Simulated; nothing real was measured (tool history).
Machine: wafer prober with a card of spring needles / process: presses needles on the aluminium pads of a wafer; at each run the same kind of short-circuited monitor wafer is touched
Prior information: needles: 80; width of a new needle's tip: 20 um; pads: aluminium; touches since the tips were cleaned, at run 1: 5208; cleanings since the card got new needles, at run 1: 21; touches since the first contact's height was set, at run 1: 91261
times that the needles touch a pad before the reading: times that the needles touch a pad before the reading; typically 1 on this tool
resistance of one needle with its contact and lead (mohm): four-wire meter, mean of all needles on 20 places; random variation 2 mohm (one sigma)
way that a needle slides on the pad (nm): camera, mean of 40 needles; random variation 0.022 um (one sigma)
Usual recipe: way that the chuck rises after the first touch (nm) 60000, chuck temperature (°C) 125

run,hour,way that the chuck rises after the first touch (nm),chuck temperature (°C),times that the needles touch a pad before the reading,touches since the tips were cleaned,cleanings since the card got new needles,touches since the first contact's height was set,resistance of one needle with its contact and lead (mohm),way that a needle slides on the pad (nm)
1,0.0,60000,125,1,5208,21,91261,564,11010
# hour 12.7: tips cleaned on abrasive film
2,17.4,60000,125,1,1276,22,96013,362,11010
3,40.6,60000,125,1,7658,22,102395,623,10960
# hour 42.7: tips cleaned on abrasive film
4,69.5,60000,125,1,7375,23,110325,628,10960
# hour 73.2: tips cleaned on abrasive film
5,88.0,60000,125,1,4058,24,115374,541,10940
# hour 93.1: height of the first contact set anew
# hour 105.9: tips cleaned on abrasive film
6,106.1,60000,46,1,54,25,3564,251,11140
7,127.0,57000,42,1,5796,25,9306,660,10590
# hour 136.4: tips cleaned on abrasive film
8,142.6,42000,43,3,1697,26,13561,364,7780
9,163.3,54000,117,2,7399,26,19263,516,9990
# hour 166.4: tips cleaned on abrasive film
10,184.5,63000,45,2,4965,27,25055,407,11630

Here are 4 independent what-if runs from the current tool condition. What would each one return?
# hour 199.0: tips cleaned on abrasive film
A,212.2,63000,35,1,3622,28,32652,?,?
# hour 199.0: tips cleaned on abrasive film
B,212.2,63000,57,2,3622,28,32652,?,?
# hour 199.0: tips cleaned on abrasive film
C,212.2,62000,45,2,3622,28,32652,?,?
# hour 199.0: tips cleaned on abrasive film
D,212.2,45000,85,1,3622,28,32652,?,?

run,resistance of one needle with its contact and lead (mohm),way that a needle slides on the pad (nm)
A,495,11600
B,381,11630
C,379,11460
D,765,8250
What these runs would have given with no unlogged condition in the tool:
run,resistance of one needle with its contact and lead (mohm),way that a needle slides on the pad (nm)
A,187,11700
B,199,11730
C,192,11560
D,214,8350

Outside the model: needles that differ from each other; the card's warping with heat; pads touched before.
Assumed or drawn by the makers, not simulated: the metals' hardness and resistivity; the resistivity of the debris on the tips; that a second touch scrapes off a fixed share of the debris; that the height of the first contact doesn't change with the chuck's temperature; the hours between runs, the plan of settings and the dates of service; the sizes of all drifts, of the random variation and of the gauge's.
